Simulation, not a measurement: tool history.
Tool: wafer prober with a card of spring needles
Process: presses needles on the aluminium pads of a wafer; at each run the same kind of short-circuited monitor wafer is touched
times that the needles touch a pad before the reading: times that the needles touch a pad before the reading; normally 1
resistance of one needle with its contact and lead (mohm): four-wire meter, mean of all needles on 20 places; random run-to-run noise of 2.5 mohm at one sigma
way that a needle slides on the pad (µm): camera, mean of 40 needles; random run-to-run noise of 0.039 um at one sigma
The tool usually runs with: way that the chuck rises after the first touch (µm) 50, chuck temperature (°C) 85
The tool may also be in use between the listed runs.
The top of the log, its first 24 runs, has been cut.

run   hour  way that the chuck rises after the first touch (µm)  chuck temperature (°C)  times that the needles touch a pad before the reading  touches since the tips were cleaned  cleanings since the card got new needles  touches since the first contact's height was set  resistance of one needle with its contact and lead (mohm)  way that a needle slides on the pad (µm)
     179.2  -- tips cleaned on abrasive film
 25    184                                                   53                      98                                                      1                                 1143                                        22                                            135461                                                        296                                     10.15
 26  192.3                                                   53                      98                                                      1                                 3122                                        22                                            137440                                                        298                                     10.14
     202.5  -- tips cleaned on abrasive film
 27  202.6                                                   53                      98                                                      1                                   23                                        23                                            139842                                                        296                                     10.12
     207.3  -- gauge calibrated
 28    211                                                   53                      98                                                      1                                 2016                                        23                                            141835                                                        289                                     10.42
 29  217.9                                                   53                      98                                                      1                                 3645                                        23                                            143464                                                        296                                     10.36
 30  223.3                                                   53                      73                                                      3                                 4935                                        23                                            144754                                                        289                                     10.31
     225.5  -- tips cleaned on abrasive film
 31  231.6                                                   53                      73                                                      3                                 1445                                        24                                            146692                                                        289                                     10.35
 32  236.8                                                   42                      26                                                      1                                 2672                                        24                                            147919                                                        281                                      8.19
 33  246.5                                                   42                      26                                                      1                                 4971                                        24                                            150218                                                        281                                      8.23
     248.8  -- tips cleaned on abrasive film
 34  254.7                                                   42                      26                                                      1                                 1401                                        25                                            152140                                                        276                                      8.18
 35  262.6                                                   63                      87                                                      1                                 3263                                        25                                            154002                                                        290                                     12.21

Each row is a separate what-if for the run after 35, all from the same tool condition, not one after another. Results?
  A  270.7                                                   50                      48                                                      1                                 5184                                        25                                            155923                                                          ?                                         ?
  B  270.7                                                   48                      85                                                      1                                 5184                                        25                                            155923                                                          ?                                         ?
  C  270.7                                                   37                      85                                                      2                                 5184                                        25                                            155923                                                          ?                                         ?
  D  270.7                                                   63                      63                                                      3                                 5184                                        25                                            155923                                                          ?                                         ?

run  resistance of one needle with its contact and lead (mohm)  way that a needle slides on the pad (µm)
  A                                                        282                                      9.66
  B                                                        295                                      9.34
  C                                                        304                                      7.16
  D                                                        284                                     12.22
With the hidden condition removed and each run's random variation left untouched, the same runs would have given:
run  resistance of one needle with its contact and lead (mohm)  way that a needle slides on the pad (µm)
  A                                                        281                                      9.74
  B                                                        294                                      9.42
  C                                                        303                                      7.22
  D                                                        283                                     12.33
